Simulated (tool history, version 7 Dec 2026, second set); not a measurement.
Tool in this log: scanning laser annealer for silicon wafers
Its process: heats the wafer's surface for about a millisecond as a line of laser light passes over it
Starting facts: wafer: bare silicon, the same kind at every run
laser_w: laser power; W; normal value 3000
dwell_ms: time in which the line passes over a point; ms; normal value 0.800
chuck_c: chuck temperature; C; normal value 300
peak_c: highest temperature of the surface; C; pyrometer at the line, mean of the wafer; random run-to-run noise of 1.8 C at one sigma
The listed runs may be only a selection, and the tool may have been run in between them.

run   hour  laser_w  dwell_ms  chuck_c  peak_c
  1    0.0     3000     0.800      300    1051
  2   43.8     3000     0.800      300    1049
  3  103.7     3000     0.800      300    1048
  4  154.1     3000     0.757      300    1023
     160.7  -- laser's power meter calibrated
  5  232.0     3000     0.800      279    1030
  6  276.6     3000     0.795      300    1043
  7  319.5     3000     0.795      300    1043
  8  407.8     2731     0.800      300     973
  9  476.5     2731     0.733      284     923
 10  546.8     2619     0.995      328    1058
     585.6  -- window over the wafer cleaned
     634.7  -- laser's power meter calibrated, once more
 11  634.7     2619     0.788      333     977

3 ways to go on from here, each from the tool as it stands after run 11. What would each give?
  A  693.0     2759     0.997      333       ?
  B  693.0     2602     0.948      337       ?
  C  693.0     2619     0.681      326       ?

run  peak_c
  A    1121
  B    1052
  C     917
What these runs would have given with no unlogged condition in the tool:
run  peak_c
  A    1129
  B    1060
  C     923

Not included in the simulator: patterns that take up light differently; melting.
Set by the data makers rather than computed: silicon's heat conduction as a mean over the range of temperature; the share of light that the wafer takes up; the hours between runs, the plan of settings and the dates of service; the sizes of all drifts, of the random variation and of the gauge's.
